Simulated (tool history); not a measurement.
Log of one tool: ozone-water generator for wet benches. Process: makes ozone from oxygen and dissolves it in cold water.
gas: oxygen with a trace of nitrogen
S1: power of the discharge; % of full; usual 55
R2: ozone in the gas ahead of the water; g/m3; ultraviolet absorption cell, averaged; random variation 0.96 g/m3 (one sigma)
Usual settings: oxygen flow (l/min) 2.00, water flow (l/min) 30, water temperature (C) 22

Run 1, day 0.000: usual settings. Result: dissolved ozone (ppm) 6.0, R2 164.8 g/m3.
Run 2, day 7.392: usual settings. Result: dissolved ozone (ppm) 6.1, R2 164.4 g/m3.
Run 3, day 10.954: usual settings but water temperature (C) 24. Result: dissolved ozone (ppm) 6.1, R2 164.4 g/m3.
Run 4, day 17.579: usual settings but water temperature (C) 24. Result: dissolved ozone (ppm) 6.1, R2 163.9 g/m3.
Run 5, day 26.167: usual settings but water temperature (C) 24. Result: dissolved ozone (ppm) 6.2, R2 165.3 g/m3.
Run 6, day 31.025: usual settings but water temperature (C) 24. Result: dissolved ozone (ppm) 6.2, R2 164.1 g/m3.
Run 7, day 37.396: usual settings but S1 74 % of full. Result: dissolved ozone (ppm) 7.9, R2 204.1 g/m3.
Run 8, day 42.279: usual settings. Result: dissolved ozone (ppm) 6.2, R2 164.1 g/m3.
Run 9, day 47.117: usual settings. Result: dissolved ozone (ppm) 6.3, R2 164.2 g/m3.
Run 10, day 50.654: usual settings. Result: dissolved ozone (ppm) 6.2, R2 163.6 g/m3.
Run 11, day 54.521: usual settings. Result: dissolved ozone (ppm) 6.0, R2 161.3 g/m3.
Run 12, day 61.604: usual settings. Result: dissolved ozone (ppm) 6.0, R2 162.6 g/m3.
Run 13, day 66.096: usual settings. Result: dissolved ozone (ppm) 6.1, R2 162.9 g/m3.
Run 14, day 74.558: usual settings but water temperature (C) 16. Result: dissolved ozone (ppm) 6.5, R2 161.7 g/m3.
Run 15, day 82.258: usual settings but water temperature (C) 16. Result: dissolved ozone (ppm) 6.4, R2 161.4 g/m3.
Run 16, day 85.792: usual settings but water temperature (C) 16. Result: dissolved ozone (ppm) 6.4, R2 161.9 g/m3.
Run 17, day 93.350: usual settings but water flow (l/min) 27, water temperature (C) 16. Result: dissolved ozone (ppm) 7.1, R2 162.8 g/m3.
Run 18, day 100.742: usual settings but S1 82 % of full, oxygen flow (l/min) 1.43. Result: dissolved ozone (ppm) 7.6, R2 260.2 g/m3.
Run 19, day 108.092: usual settings but oxygen flow (l/min) 2.98, water temperature (C) 15. Result: dissolved ozone (ppm) 7.2, R2 129.3 g/m3.
Run 20, day 115.104: usual settings but oxygen flow (l/min) 2.98, water temperature (C) 15. Result: dissolved ozone (ppm) 7.2, R2 129.4 g/m3.
Run 21, day 123.162: usual settings but oxygen flow (l/min) 1.43, water temperature (C) 15. Result: dissolved ozone (ppm) 5.6, R2 191.6 g/m3.
Run 22, day 130.458: usual settings but oxygen flow (l/min) 1.43, water temperature (C) 15. Result: dissolved ozone (ppm) 5.8, R2 192.2 g/m3.
Run 23, day 134.333: usual settings but S1 73 % of full, water flow (l/min) 26. Result: dissolved ozone (ppm) 9.2, R2 202.3 g/m3.
Run 24, day 140.146: usual settings but oxygen flow (l/min) 2.97. Result: dissolved ozone (ppm) 6.7, R2 130.4 g/m3.
Run 25, day 146.996: usual settings but oxygen flow (l/min) 1.82. Result: dissolved ozone (ppm) 6.2, R2 172.3 g/m3.
Run 26, day 154.517: usual settings but oxygen flow (l/min) 1.82. Result: dissolved ozone (ppm) 5.9, R2 174.4 g/m3.
Run 27, day 158.975: usual settings but S1 65 % of full, water flow (l/min) 19, water temperature (C) 19. Result: dissolved ozone (ppm) 11.9, R2 185.1 g/m3.
Run 28, day 167.758: usual settings but S1 65 % of full, water flow (l/min) 19, water temperature (C) 19. Result: dissolved ozone (ppm) 11.9, R2 186.9 g/m3.
Run 29, day 176.079: usual settings but water flow (l/min) 24, water temperature (C) 19. Result: dissolved ozone (ppm) 8.1, R2 163.5 g/m3.
Run 30, day 183.338: usual settings but S1 56 % of full. Result: dissolved ozone (ppm) 6.2, R2 164.6 g/m3.
Run 31, day 187.400: usual settings but S1 56 % of full. Result: dissolved ozone (ppm) 6.3, R2 164.5 g/m3.
Run 32, day 195.917: usual settings but S1 56 % of full, oxygen flow (l/min) 3.37, water flow (l/min) 19, water temperature (C) 21. Result: dissolved ozone (ppm) 11.3, R2 123.8 g/m3.
Run 33, day 201.779: usual settings but S1 56 % of full, oxygen flow (l/min) 3.37, water flow (l/min) 19, water temperature (C) 21. Result: dissolved ozone (ppm) 11.3, R2 124.4 g/m3.

Not shown: 3 entries that the log had between the listed runs. Between which runs, and how does the tool's hidden state differ before and after?
Between runs 5 and 6: water thermometer calibrated (day 30.667)
  drift of the gauge itself on gas_g_m3, %: -0.59 -> -0.7
  measured less the result without the state, R2: -1.1 -> -1.2 g/m3
Between runs 22 and 23: gauge calibrated (day 131.271)
  drift of the gauge itself on gas_g_m3, %: -2.93 -> -0.07
  measured less the result without the state, R2: -5.9 -> -0.3 g/m3
Between runs 32 and 33: water thermometer calibrated (day 199.279)
  contactor's efficiency, % of a clean one's: 100 -> 99.9; drift of the gauge itself on gas_g_m3, %: -1.45 -> -1.59
  measured less the result without the state, R2: -1.9 -> -2.1 g/m3
